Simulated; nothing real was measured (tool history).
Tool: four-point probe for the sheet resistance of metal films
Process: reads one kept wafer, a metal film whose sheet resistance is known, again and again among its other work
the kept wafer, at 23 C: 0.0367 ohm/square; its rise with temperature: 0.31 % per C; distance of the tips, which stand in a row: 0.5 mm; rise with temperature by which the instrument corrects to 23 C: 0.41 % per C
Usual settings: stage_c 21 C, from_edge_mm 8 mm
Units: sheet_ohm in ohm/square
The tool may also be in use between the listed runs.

run	hour	stage_c	from_edge_mm	sheet_ohm
1	0	21	8	0.037036
2	34.6	21	8	0.037036
3	94.6	21	7	0.03706
4	145.8	21	7	0.037088
5	202	21	7	0.037097
6	238.3	21	7	0.037119
7	278.6	21	7	0.037124
8	352.3	21	8	0.037123
9	395.8	21	8	0.037142
# hour 414.5: new probe head fitted
10	461.7	21	8	0.036768
11	518.8	21	8	0.036785
12	557.3	21	8	0.03678
13	611	21	8	0.036798
14	668	21	8	0.036822
15	709.7	26	8	0.036667
16	742.6	27	8	0.036647
17	774.1	27	7	0.036683
18	847.2	27	12	0.036624

The next listed run, before its measurement:
# hour 851.5: stage's thermometer calibrated
19	909.3	25	10	?

Run 19 gave sheet_ohm 0.036734 ohm/square.
Without the tool's hidden state the same run would have given sheet_ohm 0.036687 ohm/square.
